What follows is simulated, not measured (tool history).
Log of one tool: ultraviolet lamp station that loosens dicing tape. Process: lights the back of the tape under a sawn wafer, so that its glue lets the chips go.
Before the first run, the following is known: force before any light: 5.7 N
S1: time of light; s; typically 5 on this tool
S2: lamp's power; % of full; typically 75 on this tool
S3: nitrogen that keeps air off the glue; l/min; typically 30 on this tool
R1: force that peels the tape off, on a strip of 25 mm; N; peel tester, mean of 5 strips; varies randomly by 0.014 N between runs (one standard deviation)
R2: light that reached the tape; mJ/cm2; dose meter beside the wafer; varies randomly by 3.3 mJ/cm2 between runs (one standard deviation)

| run | hour | S1 | S2 | S3 | R1 | R2 |
|---|---|---|---|---|---|---|
| 1 | 0 | 5 | 75 | 30 | 0.667 | 525 |
| 2 | 13.3 | 5 | 75 | 30 | 0.65 | 521 |
| 3 | 41.8 | 5 | 75 | 30 | 0.656 | 524 |
| 4 | 61.9 | 5 | 75 | 30 | 0.639 | 523 |
| 5 | 77 | 8 | 75 | 30 | 0.251 | 841 |
| 6 | 94.6 | 5 | 75 | 30 | 0.663 | 525 |
| 7 | 118.6 | 5 | 75 | 30 | 0.643 | 519 |
| 8 | 137.8 | 5 | 75 | 30 | 0.635 | 521 |
| 9 | 166.4 | 5 | 75 | 30 | 0.652 | 523 |
| 10 | 192.9 | 5 | 75 | 30 | 0.655 | 523 |
| 11 | 221.1 | 5 | 60 | 57 | 0.703 | 424 |
| 12 | 238.2 | 5 | 60 | 57 | 0.723 | 423 |
| 13 | 260.9 | 5 | 60 | 57 | 0.695 | 415 |
| 14 | 273.8 | 5 | 70 | 13 | 1.23 | 491 |
|  | 300.8 | window cleaned of glue's vapour |
| 15 | 302 | 6 | 76 | 29 | 0.44 | 652 |
| 16 | 328.8 | 5 | 97 | 44 | 0.301 | 682 |
| 17 | 357 | 5 | 73 | 47 | 0.524 | 510 |
| 18 | 378.8 | 9 | 62 | 12 | 0.558 | 791 |
|  | 386.4 | lamp changed |
| 19 | 401.4 | 9 | 62 | 12 | 0.54 | 776 |
| 20 | 415.1 | 8 | 77 | 18 | 0.328 | 877 |

Some steps in R2, run to run, broken into two amounts with sign: the step expected even without the hidden condition (settings, incoming material, random variation), and the rest, left for the hidden condition together with whatever gauge scatter is not in both the measured and the hidden-condition-free result:
The tool's hidden condition here consists of: lamp's light, % of a new lamp's; light that the window lets through, % of a clean one's; drift of the gauge itself on peel_n, %; drift of the gauge itself on dose_mj_cm2, %.
Run 4 -> 5: S1 5 -> 8. R2 +318 mJ/cm2: hidden state -1, all else +319.
Run 5 -> 6: S1 8 -> 5. R2 -316 mJ/cm2: hidden state +1, all else -317.
Run 17 -> 18: S1 5 -> 9, S2 73 -> 62, S3 47 -> 12. R2 +281 mJ/cm2: hidden state -2, all else +283.
Run 18 -> 19: lamp changed. R2 -15 mJ/cm2: hidden state +4, all else -19.

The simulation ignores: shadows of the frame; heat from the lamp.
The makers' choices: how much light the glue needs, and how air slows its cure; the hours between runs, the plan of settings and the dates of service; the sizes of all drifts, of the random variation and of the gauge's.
